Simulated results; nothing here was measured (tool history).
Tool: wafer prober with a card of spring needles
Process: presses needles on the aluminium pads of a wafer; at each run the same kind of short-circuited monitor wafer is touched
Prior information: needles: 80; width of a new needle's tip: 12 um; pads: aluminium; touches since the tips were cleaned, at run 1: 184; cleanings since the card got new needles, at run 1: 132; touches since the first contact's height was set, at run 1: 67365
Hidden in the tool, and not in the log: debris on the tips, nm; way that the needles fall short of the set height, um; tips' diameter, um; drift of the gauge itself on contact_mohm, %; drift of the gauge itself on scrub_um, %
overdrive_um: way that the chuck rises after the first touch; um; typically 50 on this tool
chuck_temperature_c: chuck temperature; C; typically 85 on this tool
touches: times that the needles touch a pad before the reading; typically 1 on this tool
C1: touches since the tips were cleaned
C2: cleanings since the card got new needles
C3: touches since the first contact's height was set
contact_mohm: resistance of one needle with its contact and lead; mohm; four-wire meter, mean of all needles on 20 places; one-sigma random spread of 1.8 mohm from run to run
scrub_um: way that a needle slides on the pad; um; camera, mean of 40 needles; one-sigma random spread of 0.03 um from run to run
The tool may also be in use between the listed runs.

run 1 day=0.000 | overdrive_um=50 chuck_temperature_c=85 touches=1 | C1=184 C2=132 C3=67365 | contact_mohm=183 scrub_um=6.18
-- day=0.271 tips cleaned on abrasive film
-- day=0.608 tips cleaned on abrasive film
-- day=0.946 tips cleaned on abrasive film
-- day=1.217 tips cleaned on abrasive film
-- day=1.554 tips cleaned on abrasive film
run 2 day=1.725 | overdrive_um=50 chuck_temperature_c=85 touches=1 | C1=1611 C2=137 C3=83417 | contact_mohm=179 scrub_um=6.15
-- day=1.862 tips cleaned on abrasive film
-- day=2.200 tips cleaned on abrasive film
-- day=2.471 tips cleaned on abrasive film
-- day=2.808 tips cleaned on abrasive film
-- day=3.146 tips cleaned on abrasive film
-- day=3.417 tips cleaned on abrasive film
run 3 day=3.575 | overdrive_um=50 chuck_temperature_c=85 touches=1 | C1=1465 C2=143 C3=100578 | contact_mohm=183 scrub_um=6.19
-- day=3.712 tips cleaned on abrasive film
-- day=4.050 tips cleaned on abrasive film
-- day=4.321 tips cleaned on abrasive film
-- day=4.400 height of the first contact set anew
-- day=4.671 tips cleaned on abrasive film
-- day=4.942 tips cleaned on abrasive film
-- day=5.238 tips cleaned on abrasive film
run 4 day=5.238 | overdrive_um=50 chuck_temperature_c=85 touches=1 | C1=0 C2=149 C3=7763 | contact_mohm=180 scrub_um=6.13
-- day=5.508 tips cleaned on abrasive film
-- day=5.846 tips cleaned on abrasive film
-- day=6.183 tips cleaned on abrasive film
-- day=6.521 tips cleaned on abrasive film
run 5 day=6.675 | overdrive_um=50 chuck_temperature_c=85 touches=2 | C1=1446 C2=153 C3=21139 | contact_mohm=178 scrub_um=6.22
-- day=6.812 tips cleaned on abrasive film
-- day=7.083 tips cleaned on abrasive film
-- day=7.421 tips cleaned on abrasive film
-- day=7.758 tips cleaned on abrasive film
-- day=8.029 tips cleaned on abrasive film
-- day=8.367 tips cleaned on abrasive film
run 6 day=8.458 | overdrive_um=50 chuck_temperature_c=85 touches=1 | C1=880 C2=159 C3=37715 | contact_mohm=182 scrub_um=6.16
-- day=8.662 tips cleaned on abrasive film
-- day=8.933 tips cleaned on abrasive film
-- day=9.204 tips cleaned on abrasive film
-- day=9.542 tips cleaned on abrasive film
-- day=9.812 tips cleaned on abrasive film
run 7 day=10.012 | overdrive_um=50 chuck_temperature_c=85 touches=1 | C1=1858 C2=164 C3=52130 | contact_mohm=180 scrub_um=6.20
-- day=10.150 tips cleaned on abrasive film
-- day=10.488 tips cleaned on abrasive film
-- day=10.758 tips cleaned on abrasive film
-- day=11.096 tips cleaned on abrasive film
-- day=11.367 tips cleaned on abrasive film
-- day=11.704 tips cleaned on abrasive film
run 8 day=11.721 | overdrive_um=50 chuck_temperature_c=85 touches=1 | C1=153 C2=170 C3=67979 | contact_mohm=181 scrub_um=6.18
-- day=11.992 tips cleaned on abrasive film
-- day=12.262 tips cleaned on abrasive film
-- day=12.600 tips cleaned on abrasive film
run 9 day=12.675 | overdrive_um=50 chuck_temperature_c=85 touches=2 | C1=717 C2=173 C3=76858 | contact_mohm=181 scrub_um=6.20
-- day=12.879 tips cleaned on abrasive film
-- day=13.150 tips cleaned on abrasive film
-- day=13.421 tips cleaned on abrasive film
-- day=13.742 tips cleaned on abrasive film
run 10 day=13.742 | overdrive_um=50 chuck_temperature_c=85 touches=2 | C1=0 C2=177 C3=86761 | contact_mohm=177 scrub_um=6.16
-- day=14.012 tips cleaned on abrasive film
-- day=14.350 tips cleaned on abrasive film
-- day=14.688 tips cleaned on abrasive film
-- day=15.025 tips cleaned on abrasive film
-- day=15.367 tips cleaned on abrasive film
run 11 day=15.621 | overdrive_um=45 chuck_temperature_c=31 touches=2 | C1=2416 C2=182 C3=104246 | contact_mohm=173 scrub_um=5.56
-- day=15.692 tips cleaned on abrasive film
-- day=15.962 tips cleaned on abrasive film
-- day=16.042 height of the first contact set anew
-- day=16.312 tips cleaned on abrasive film
-- day=16.650 tips cleaned on abrasive film
-- day=16.988 tips cleaned on abrasive film
run 12 day=17.238 | overdrive_um=37 chuck_temperature_c=39 touches=3 | C1=2329 C2=187 C3=11119 | contact_mohm=178 scrub_um=4.58
-- day=17.308 tips cleaned on abrasive film
-- day=17.808 card fitted with new needles
-- day=18.079 tips cleaned on abrasive film
-- day=18.417 tips cleaned on abrasive film
-- day=18.754 tips cleaned on abrasive film
-- day=19.092 tips cleaned on abrasive film
run 13 day=19.138 | overdrive_um=53 chuck_temperature_c=102 touches=1 | C1=437 C2=4 C3=12367 | contact_mohm=179 scrub_um=6.65
-- day=19.408 tips cleaned on abrasive film
-- day=19.746 tips cleaned on abrasive film
-- day=20.017 tips cleaned on abrasive film
run 14 day=20.162 | overdrive_um=68 chuck_temperature_c=113 touches=1 | C1=1386 C2=7 C3=21914 | contact_mohm=184 scrub_um=8.41
-- day=20.300 tips cleaned on abrasive film
-- day=20.638 tips cleaned on abrasive film
-- day=20.975 tips cleaned on abrasive film
-- day=21.312 tips cleaned on abrasive film
run 15 day=21.367 | overdrive_um=48 chuck_temperature_c=57 touches=2 | C1=500 C2=11 C3=33089 | contact_mohm=173 scrub_um=5.95
-- day=21.638 tips cleaned on abrasive film
-- day=21.975 tips cleaned on abrasive film
-- day=22.246 tips cleaned on abrasive film
-- day=22.538 tips cleaned on abrasive film
run 16 day=22.538 | overdrive_um=52 chuck_temperature_c=31 touches=1 | C1=0 C2=15 C3=43968 | contact_mohm=169 scrub_um=6.46
-- day=22.875 tips cleaned on abrasive film
-- day=23.146 tips cleaned on abrasive film
-- day=23.483 tips cleaned on abrasive film
-- day=23.754 tips cleaned on abrasive film
-- day=24.062 tips cleaned on abrasive film
run 17 day=24.062 | overdrive_um=52 chuck_temperature_c=108 touches=1 | C1=0 C2=20 C3=58106 | contact_mohm=184 scrub_um=6.49
-- day=24.333 tips cleaned on abrasive film
-- day=24.671 tips cleaned on abrasive film
-- day=25.008 tips cleaned on abrasive film
-- day=25.346 tips cleaned on abrasive film
run 18 day=25.350 | overdrive_um=50 chuck_temperature_c=85 touches=2 | C1=47 C2=24 C3=70082 | contact_mohm=182 scrub_um=6.27

Branching from run 18: 5 alternative next runs. What would each branch give?
-- day=25.621 tips cleaned on abrasive film
-- day=25.892 tips cleaned on abrasive film
-- day=26.229 tips cleaned on abrasive film
-- day=26.567 tips cleaned on abrasive film
-- day=26.904 tips cleaned on abrasive film
run A day=27.117 | overdrive_um=50 chuck_temperature_c=85 touches=1 | C1=2013 C2=29 C3=86532 | contact_mohm=? scrub_um=?
-- day=25.621 tips cleaned on abrasive film
-- day=25.892 tips cleaned on abrasive film
-- day=26.229 tips cleaned on abrasive film
-- day=26.567 tips cleaned on abrasive film
-- day=26.904 tips cleaned on abrasive film
run B day=27.117 | overdrive_um=50 chuck_temperature_c=85 touches=2 | C1=2013 C2=29 C3=86532 | contact_mohm=? scrub_um=?
-- day=25.621 tips cleaned on abrasive film
-- day=25.892 tips cleaned on abrasive film
-- day=26.229 tips cleaned on abrasive film
-- day=26.567 tips cleaned on abrasive film
-- day=26.904 tips cleaned on abrasive film
run C day=27.117 | overdrive_um=50 chuck_temperature_c=70 touches=2 | C1=2013 C2=29 C3=86532 | contact_mohm=? scrub_um=?
-- day=25.621 tips cleaned on abrasive film
-- day=25.892 tips cleaned on abrasive film
-- day=26.229 tips cleaned on abrasive film
-- day=26.567 tips cleaned on abrasive film
-- day=26.904 tips cleaned on abrasive film
run D day=27.117 | overdrive_um=30 chuck_temperature_c=85 touches=2 | C1=2013 C2=29 C3=86532 | contact_mohm=? scrub_um=?
-- day=25.621 tips cleaned on abrasive film
-- day=25.892 tips cleaned on abrasive film
-- day=26.229 tips cleaned on abrasive film
-- day=26.567 tips cleaned on abrasive film
-- day=26.904 tips cleaned on abrasive film
run E day=27.117 | overdrive_um=60 chuck_temperature_c=85 touches=2 | C1=2013 C2=29 C3=86532 | contact_mohm=? scrub_um=?

run=A contact_mohm=179 scrub_um=6.20
run=B contact_mohm=181 scrub_um=6.18
run=C contact_mohm=179 scrub_um=6.27
run=D contact_mohm=188 scrub_um=3.70
run=E contact_mohm=178 scrub_um=7.47
With no hidden state in the tool, these same runs would have given:
run=A contact_mohm=179 scrub_um=6.13
run=B contact_mohm=181 scrub_um=6.10
run=C contact_mohm=179 scrub_um=6.19
run=D contact_mohm=187 scrub_um=3.65
run=E contact_mohm=178 scrub_um=7.37
